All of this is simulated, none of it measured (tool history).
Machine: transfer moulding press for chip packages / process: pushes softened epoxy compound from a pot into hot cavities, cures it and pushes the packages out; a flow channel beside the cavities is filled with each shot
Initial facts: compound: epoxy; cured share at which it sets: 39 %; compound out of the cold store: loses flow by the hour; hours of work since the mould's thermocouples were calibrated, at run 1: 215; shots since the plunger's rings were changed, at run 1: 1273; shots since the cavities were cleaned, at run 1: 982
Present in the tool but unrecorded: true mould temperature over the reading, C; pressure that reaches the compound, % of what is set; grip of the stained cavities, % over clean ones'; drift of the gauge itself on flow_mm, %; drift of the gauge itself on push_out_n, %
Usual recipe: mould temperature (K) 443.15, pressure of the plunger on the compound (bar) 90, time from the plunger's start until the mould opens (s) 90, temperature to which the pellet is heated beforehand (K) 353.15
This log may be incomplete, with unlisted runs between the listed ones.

run	hour	mould temperature (K)	pressure of the plunger on the compound (bar)	time from the plunger's start until the mould opens (s)	temperature to which the pellet is heated beforehand (K)	hours of work since the mould's thermocouples were calibrated	shots since the plunger's rings were changed	shots since the cavities were cleaned	incoming compound's hours out of the cold store	length that the compound runs in the flow channel (mm)	greatest force on the pins that push the packages out (N)
1	0	443.15	90	90	353.15	215	1273	982	12.1	578	610
# hour 18.6: cavities cleaned with cleaning compound and waxed
2	23.3	443.15	90	90	353.15	228	1512	52	30.7	543	459
3	40.4	443.15	90	90	353.15	238	1699	239	36.4	536	503
4	59.6	443.15	90	90	353.15	250	1909	449	24.7	551	549
5	81.1	443.15	90	90	353.15	263	2144	684	23.8	554	570
6	97.6	443.15	90	90	353.15	273	2324	864	18.1	559	587
7	113.5	443.15	90	86	353.15	282	2498	1038	12.1	568	629
# hour 127.6: cavities cleaned with cleaning compound and waxed
8	135.2	443.15	90	86	353.15	295	2719	83	45.2	516	474
9	155.9	443.15	90	90	357.15	307	2945	309	13.5	563	530
10	169.5	443.15	90	90	353.15	315	3094	458	23.3	544	551
11	187.1	443.15	94	90	353.15	326	3286	650	32.7	538	567
12	202.1	443.15	90	107	353.15	335	3450	814	43.9	508	517
13	220.5	443.15	90	107	353.15	346	3652	1016	45.8	504	550
# hour 236.2: cavities cleaned with cleaning compound and waxed
14	243.7	443.15	90	107	353.15	359	3889	82	47.4	502	402
15	263.2	443.15	90	107	353.15	371	4102	295	28.2	529	439
16	285.1	448.15	88.9	99	349.15	384	4342	535	28.6	518	468
# hour 306.6: plunger's sealing rings changed
17	307.5	448.15	88.9	99	349.15	396	10	753	32.1	539	499
18	328.4	437.15	88.9	111	349.15	409	238	981	22.5	567	592
# hour 331.8: mould's thermocouples calibrated
# hour 349.7: cavities cleaned with cleaning compound and waxed
19	353.1	444.15	95.7	90	352.15	12	470	37	18.9	581	435
20	365.2	443.15	90	114	353.15	19	603	170	35.5	541	416
21	382.7	441.15	88.7	90	350.15	30	794	361	44	522	571
# hour 403.9: mould's thermocouples calibrated, once more
22	406	441.15	88.7	90	350.15	1	1027	594	24.4	554	627
23	416.8	441.15	88.7	90	350.15	8	1145	712	8.7	581	652
24	433.8	441.15	88.7	90	350.15	18	1331	898	35.3	535	651
25	444.9	443.15	90	112	356.15	25	1452	1019	44.7	521	513
26	456.7	445.15	105.9	96	352.15	32	1581	1148	24.5	597	573
# hour 460.8: cavities cleaned with cleaning compound and waxed
27	475.3	445.15	105.9	127	344.15	42	1769	159	41.3	566	398
28	485.8	445.15	105.9	127	344.15	49	1883	273	38.2	570	427
29	507.2	439.15	105.9	86	349.15	62	2118	508	8.3	632	729

Predict each of these 3 candidate next runs independently; none follows another, all start after run 29:
A	528.9	439.15	84.1	86	349.15	75	2354	744	31.9	?	?
B	528.9	441.15	104.7	86	345.15	75	2354	744	29.2	?	?
C	528.9	443.15	93.3	90	353.15	75	2354	744	38.3	?	?

run	length that the compound runs in the flow channel (mm)	greatest force on the pins that push the packages out (N)
A	519	794
B	584	692
C	532	557
Without the tool's hidden state the same runs would have given:
run	length that the compound runs in the flow channel (mm)	greatest force on the pins that push the packages out (N)
A	536	598
B	603	522
C	550	417
